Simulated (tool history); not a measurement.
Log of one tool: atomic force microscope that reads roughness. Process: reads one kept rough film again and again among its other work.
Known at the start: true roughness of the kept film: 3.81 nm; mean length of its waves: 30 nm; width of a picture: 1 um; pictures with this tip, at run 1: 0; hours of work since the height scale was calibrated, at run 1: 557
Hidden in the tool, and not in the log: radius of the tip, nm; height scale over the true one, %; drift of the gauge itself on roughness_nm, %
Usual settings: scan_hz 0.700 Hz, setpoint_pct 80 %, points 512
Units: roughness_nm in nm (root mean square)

| run | day | scan_hz | setpoint_pct | points | pictures with this tip | hours of work since the height scale was calibrated | roughness_nm |
|---|---|---|---|---|---|---|---|
| 1 | 0.000 | 0.700 | 80 | 512 | 0 | 557 | 3.180 |
|  | 2.100 | new tip fitted |
| 2 | 2.171 | 0.700 | 80 | 512 | 3 | 590 | 3.193 |
|  | 4.188 | new tip fitted |
| 3 | 4.971 | 0.700 | 80 | 512 | 41 | 634 | 3.199 |
|  | 6.308 | new tip fitted |
| 4 | 6.654 | 0.700 | 80 | 512 | 18 | 660 | 3.197 |
|  | 8.271 | new tip fitted |
| 5 | 9.233 | 0.700 | 80 | 512 | 50 | 700 | 3.175 |
|  | 10.288 | new tip fitted |
| 6 | 11.217 | 0.700 | 80 | 512 | 48 | 730 | 3.186 |
|  | 12.262 | new tip fitted |
|  | 14.233 | new tip fitted |
| 7 | 14.233 | 0.602 | 80 | 512 | 0 | 777 | 3.198 |
| 8 | 15.475 | 0.602 | 80 | 512 | 65 | 796 | 3.184 |
|  | 16.396 | new tip fitted |
| 9 | 17.058 | 0.602 | 80 | 512 | 35 | 820 | 3.188 |
|  | 18.433 | new tip fitted |
| 10 | 19.700 | 0.602 | 80 | 512 | 67 | 861 | 3.199 |
|  | 20.504 | new tip fitted |
| 11 | 21.988 | 0.602 | 80 | 512 | 78 | 897 | 3.192 |
|  | 22.538 | new tip fitted |
|  | 24.517 | new tip fitted |
| 12 | 24.875 | 0.602 | 80 | 512 | 18 | 941 | 3.179 |
|  | 26.471 | new tip fitted |
| 13 | 26.925 | 0.602 | 80 | 512 | 24 | 973 | 3.209 |
|  | 28.588 | new tip fitted |
| 14 | 29.358 | 1.396 | 80 | 512 | 41 | 1011 | 3.113 |
|  | 30.583 | new tip fitted |
| 15 | 30.683 | 0.700 | 87 | 512 | 5 | 1031 | 3.138 |
|  | 32.712 | new tip fitted |
| 16 | 33.288 | 0.700 | 80 | 512 | 30 | 1071 | 3.175 |
|  | 34.750 | new tip fitted |
| 17 | 35.650 | 0.700 | 80 | 512 | 47 | 1108 | 3.176 |
|  | 36.721 | new tip fitted |
| 18 | 37.304 | 0.700 | 80 | 512 | 31 | 1133 | 3.183 |
|  | 38.683 | new tip fitted |
| 19 | 39.454 | 0.700 | 80 | 512 | 41 | 1167 | 3.167 |
|  | 40.688 | new tip fitted |
| 20 | 42.375 | 0.734 | 64 | 569 | 89 | 1212 | 3.226 |
|  | 42.679 | new tip fitted |
| 21 | 43.896 | 0.734 | 64 | 569 | 64 | 1235 | 3.227 |
|  | 44.621 | new tip fitted |
| 22 | 46.300 | 0.700 | 75 | 471 | 88 | 1273 | 3.192 |
|  | 46.575 | new tip fitted |
|  | 48.604 | new tip fitted |
| 23 | 49.154 | 0.700 | 75 | 471 | 29 | 1317 | 3.207 |
|  | 50.579 | new tip fitted |
| 24 | 51.725 | 2.963 | 72 | 512 | 60 | 1356 | 3.080 |
|  | 52.646 | new tip fitted |
| 25 | 53.346 | 2.963 | 72 | 512 | 37 | 1381 | 3.064 |
|  | 54.829 | new tip fitted |
| 26 | 55.583 | 0.700 | 66 | 322 | 40 | 1416 | 3.180 |
|  | 56.796 | new tip fitted |
| 27 | 58.296 | 0.700 | 71 | 512 | 79 | 1458 | 3.190 |
|  | 58.912 | new tip fitted |
| 28 | 59.908 | 2.905 | 80 | 427 | 53 | 1483 | 2.965 |
|  | 60.933 | new tip fitted |
|  | 62.967 | new tip fitted |
| 29 | 63.038 | 0.700 | 57 | 885 | 4 | 1531 | 3.246 |
|  | 64.904 | new tip fitted |
|  | 65.233 | height scale calibrated on a step standard |
| 30 | 65.704 | 3.687 | 72 | 512 | 40 | 7 | 3.035 |
|  | 66.967 | new tip fitted |
| 31 | 67.538 | 1.596 | 72 | 971 | 30 | 36 | 3.171 |
|  | 68.971 | new tip fitted |
| 32 | 69.392 | 0.700 | 80 | 754 | 22 | 64 | 3.185 |
|  | 71.012 | new tip fitted |
| 33 | 71.562 | 2.722 | 85 | 459 | 29 | 98 | 2.935 |
|  | 73.000 | new tip fitted |
| 34 | 73.333 | 1.366 | 80 | 444 | 17 | 125 | 3.124 |
|  | 75.138 | new tip fitted |
| 35 | 76.129 | 1.366 | 80 | 444 | 52 | 169 | 3.111 |
|  | 77.233 | new tip fitted |
| 36 | 79.083 | 1.003 | 72 | 766 | 97 | 214 | 3.183 |
|  | 79.375 | new tip fitted |
| 37 | 80.879 | 1.003 | 72 | 766 | 79 | 242 | 3.198 |
|  | 81.525 | new tip fitted |
| 38 | 82.817 | 0.700 | 89 | 931 | 68 | 272 | 3.178 |

Forecast each of these 4 alternatives for the next run:
|  | 83.592 | new tip fitted |
| A | 85.262 | 0.949 | 89 | 931 | 88 | 310 | ? |
|  | 83.592 | new tip fitted |
| B | 85.262 | 0.700 | 89 | 383 | 88 | 310 | ? |
|  | 83.592 | new tip fitted |
| C | 85.262 | 0.697 | 80 | 1013 | 88 | 310 | ? |
|  | 83.592 | new tip fitted |
| D | 85.262 | 1.689 | 68 | 931 | 88 | 310 | ? |

| run | roughness_nm |
|---|---|
| A | 3.106 |
| B | 3.115 |
| C | 3.200 |
| D | 3.178 |
Without the tool's hidden state the same runs would have given:
| run | roughness_nm |
|---|---|
| A | 3.111 |
| B | 3.120 |
| C | 3.205 |
| D | 3.183 |
